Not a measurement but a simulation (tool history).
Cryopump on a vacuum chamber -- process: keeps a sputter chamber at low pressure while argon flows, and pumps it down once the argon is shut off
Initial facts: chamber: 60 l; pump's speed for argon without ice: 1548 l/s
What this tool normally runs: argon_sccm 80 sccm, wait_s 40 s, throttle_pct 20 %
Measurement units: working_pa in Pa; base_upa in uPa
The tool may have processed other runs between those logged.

| run | day | argon_sccm | wait_s | throttle_pct | working_pa | base_upa |
|---|---|---|---|---|---|---|
| 1 | 0 | 80 | 40 | 20 | 0.4439 | 1.99 |
| 2 | 0.496 | 80 | 40 | 20 | 0.4422 | 1.97 |
| 3 | 0.917 | 80 | 40 | 20 | 0.4455 | 1.91 |
| 4 | 1.583 | 80 | 40 | 19 | 0.4667 | 1.97 |
| 5 | 2.45 | 80 | 40 | 19 | 0.4676 | 1.95 |
| 6 | 3.1 | 79 | 40 | 20 | 0.4389 | 1.99 |
| 7 | 3.558 | 79 | 40 | 20 | 0.4403 | 1.99 |
| 8 | 4.438 | 79 | 40 | 20 | 0.4399 | 1.98 |
| 9 | 5.125 | 79 | 40 | 20 | 0.4402 | 2.07 |
| 10 | 5.846 | 79 | 40 | 20 | 0.4395 | 1.96 |
| 11 | 6.262 | 53 | 40 | 20 | 0.2959 | 2.06 |
| 12 | 7.117 | 53 | 40 | 20 | 0.2948 | 1.95 |
| 13 | 7.504 | 80 | 40 | 20 | 0.4448 | 1.97 |
| 14 | 8.192 | 53 | 40 | 20 | 0.2958 | 1.99 |
| 15 | 9.108 | 53 | 40 | 20 | 0.2948 | 2.01 |
| 16 | 9.85 | 53 | 40 | 20 | 0.2963 | 2.04 |
| 17 | 10.45 | 53 | 51 | 20 | 0.2971 | 1.75 |
| 18 | 11.112 | 80 | 123 | 20 | 0.448 | 1.17 |
| 19 | 11.783 | 157 | 145 | 57 | 0.3209 | 1.06 |
| 20 | 12.475 | 63 | 104 | 20 | 0.3531 | 1.25 |
| 21 | 13.304 | 54 | 227 | 51 | 0.1221 | 1.01 |
| 22 | 13.838 | 64 | 83 | 20 | 0.3589 | 1.33 |
| 23 | 14.675 | 151 | 22 | 56 | 0.3151 | 3.22 |
| 24 | 15.417 | 159 | 22 | 38 | 0.4816 | 3.16 |
| 25 | 16.05 | 80 | 70 | 18 | 0.4972 | 1.55 |
| 26 | 16.558 | 80 | 70 | 18 | 0.4991 | 1.48 |
| 27 | 17.367 | 80 | 70 | 18 | 0.4943 | 1.52 |
| 28 | 18.05 | 80 | 70 | 18 | 0.5026 | 1.5 |
| 29 | 18.442 | 34 | 83 | 38 | 0.1032 | 1.41 |
| 30 | 19.154 | 80 | 40 | 32 | 0.2868 | 2.12 |
| 31 | 19.904 | 80 | 40 | 32 | 0.2861 | 2.08 |
| 32 | 20.392 | 80 | 40 | 32 | 0.2852 | 2.14 |
| 33 | 21.054 | 82 | 40 | 55 | 0.178 | 2.21 |

Alternative continuations, all from the tool just after run 33; predict every row:
| A | 21.85 | 33 | 40 | 55 | ? | ? |
| B | 21.85 | 52 | 70 | 55 | ? | ? |
| C | 21.85 | 34 | 40 | 28 | ? | ? |
| D | 21.85 | 82 | 120 | 18 | ? | ? |
| E | 21.85 | 39 | 109 | 25 | ? | ? |

| run | working_pa | base_upa |
|---|---|---|
| A | 0.0712 | 2.18 |
| B | 0.1141 | 1.56 |
| C | 0.1398 | 2.13 |
| D | 0.511 | 1.22 |
| E | 0.1768 | 1.33 |
The same runs, with their run-to-run variation unchanged, on a tool lacking any hidden condition would have given:
| run | working_pa | base_upa |
|---|---|---|
| A | 0.0651 | 1.57 |
| B | 0.1045 | 0.96 |
| C | 0.1336 | 1.53 |
| D | 0.496 | 0.62 |
| E | 0.1696 | 0.71 |
